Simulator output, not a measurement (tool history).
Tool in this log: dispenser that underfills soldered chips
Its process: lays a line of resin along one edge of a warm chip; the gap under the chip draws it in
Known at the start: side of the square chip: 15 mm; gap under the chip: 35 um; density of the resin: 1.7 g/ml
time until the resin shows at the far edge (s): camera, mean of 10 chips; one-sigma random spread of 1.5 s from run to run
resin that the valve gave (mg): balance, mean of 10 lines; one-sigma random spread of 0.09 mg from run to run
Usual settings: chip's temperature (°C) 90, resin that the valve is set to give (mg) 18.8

run   hour  chip's temperature (°C)  resin that the valve is set to give (mg)  time until the resin shows at the far edge (s)  resin that the valve gave (mg)
  1      0                       90                                      18.8                                             206                           17.05
       1.9  -- new syringe of resin
  2      4                       90                                      18.8                                           163.3                           17.05
  3    7.1                       90                                      18.8                                           183.2                           17.05
  4    9.5                       90                                      18.8                                           197.7                           16.93
      12.8  -- new syringe of resin
  5   12.9                       90                                      23.7                                             147                           21.31
  6   16.7                       90                                      23.7                                           165.9                           21.34
  7   20.7                       90                                      22.4                                             196                           20.03
  8   22.9                       80                                      18.8                                           348.9                           16.73
      23.6  -- new syringe of resin
  9   28.2                       90                                      18.8                                           184.9                           16.77
      31.4  -- dispensing valve cleaned and set on the balance
 10   32.1                       96                                      18.8                                           147.9                           18.87
      35.3  -- new syringe of resin
 11   37.3                       90                                      21.9                                           157.3                           21.83
 12   40.6                       97                                      18.8                                           130.9                           18.75
 13   44.7                       97                                      18.8                                           153.6                           18.47
      46.1  -- new syringe of resin
 14   49.7                       99                                      18.8                                           110.2                           18.54
 15   53.5                       90                                      18.8                                           194.6                           18.38
      56.8  -- new syringe of resin
 16   57.3                       75                                      16.8                                           323.7                           16.39
 17     60                      101                                      19.1                                            99.3                           18.68
 18   63.5                      101                                      19.1                                           113.7                           18.76
      67.4  -- new syringe of resin
 19   67.4                      101                                      19.1                                            90.2                           18.55
 20   72.4                       93                                      18.8                                           153.6                           18.27
 21   76.4                       90                                        19                                             206                           18.27
      78.3  -- new syringe of resin
 22   79.4                       88                                      16.6                                           177.2                           16.07
 23   82.7                       88                                      16.6                                           199.9                           16.06
 24   85.8                       95                                      19.2                                           154.2                           18.47
        89  -- new syringe of resin
 25   89.7                       97                                      20.5                                           106.8                           19.61
 26   93.2                      104                                      21.8                                              89                           20.84
 27   97.7                      104                                      22.8                                           104.7                           21.91
      99.8  -- new syringe of resin
 28  101.2                      104                                      22.8                                              80                           21.69
 29  104.2                       88                                      18.8                                           195.2                           17.81
 30  106.5                       88                                      18.8                                             209                            17.8

The logged runs with the hidden state left out (each run's random variation unchanged):
Unlogged tool condition in this case: resin's viscosity, % of fresh resin's; dose that the valve gives, % of what is set; true chip temperature over the reading, C; drift of the gauge itself on fill_s, %; drift of the gauge itself on given_mg, %.
run  time until the resin shows at the far edge (s)  resin that the valve gave (mg)
  1                                           147.4                           18.73
  2                                           147.2                           18.78
  3                                           147.9                           18.83
  4                                             146                           18.73
  5                                           146.3                           23.63
  6                                           144.4                           23.73
  7                                           146.7                           22.36
  8                                             238                           18.69
  9                                           151.1                            18.8
 10                                           112.5                           18.91
 11                                           146.7                           21.95
 12                                           108.4                           18.89
 13                                           109.8                           18.67
 14                                              98                            18.8
 15                                           150.6                           18.68
 16                                             319                            16.7
 17                                            88.9                           19.08
 18                                            89.8                           19.21
 19                                            90.4                           19.05
 20                                           128.4                           18.82
 21                                           149.5                           18.88
 22                                           169.3                           16.64
 23                                           169.4                           16.67
 24                                           117.3                           19.21
 25                                           104.9                           20.44
 26                                            77.3                           21.79
 27                                            77.3                           22.98
 28                                            75.9                           22.79
 29                                           165.2                           18.76
 30                                           162.7                           18.78
